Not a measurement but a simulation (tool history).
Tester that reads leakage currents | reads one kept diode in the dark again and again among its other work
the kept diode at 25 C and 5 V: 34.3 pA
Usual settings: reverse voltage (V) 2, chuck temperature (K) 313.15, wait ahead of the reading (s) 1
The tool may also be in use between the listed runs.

run,hour,reverse voltage (V),chuck temperature (K),wait ahead of the reading (s),current that the tester gives (pA)
1,0,2,313.15,1,69.36
2,212.6,2,313.15,1,69.84
3,345.4,2,313.15,1,69.91
4,549.8,2,313.15,1,70.47
5,741.4,2,313.15,1,70.65
6,904.8,2,313.15,1,70.47
7,1078.4,2,313.15,1,71.35
8,1240.7,2,313.15,3.49,70.97
9,1385.3,2,313.15,3.49,71.89
10,1588.6,2,313.15,3.49,71.83
11,1844.4,8.28,313.15,3.49,171.29
# hour 1866.6: tester calibrated
12,2006.4,2,294.15,1,20.32
13,2218.6,2,294.15,1,20.35
14,2371.9,2,294.15,1,20.68
15,2528.1,2,294.15,1,20.68
# hour 2651.1: chuck's temperature calibrated
16,2809,2,294.15,1,20.17
17,2964.7,2,309.15,1,55.39
18,3124,5.4,309.15,1,103.27

Run 19 comes next. What will it give?
19,3335,2.03,313.15,1,?

Run 19 gave current that the tester gives (pA) 74.3.
Without the tool's hidden state the same run would have given current that the tester gives (pA) 66.06.

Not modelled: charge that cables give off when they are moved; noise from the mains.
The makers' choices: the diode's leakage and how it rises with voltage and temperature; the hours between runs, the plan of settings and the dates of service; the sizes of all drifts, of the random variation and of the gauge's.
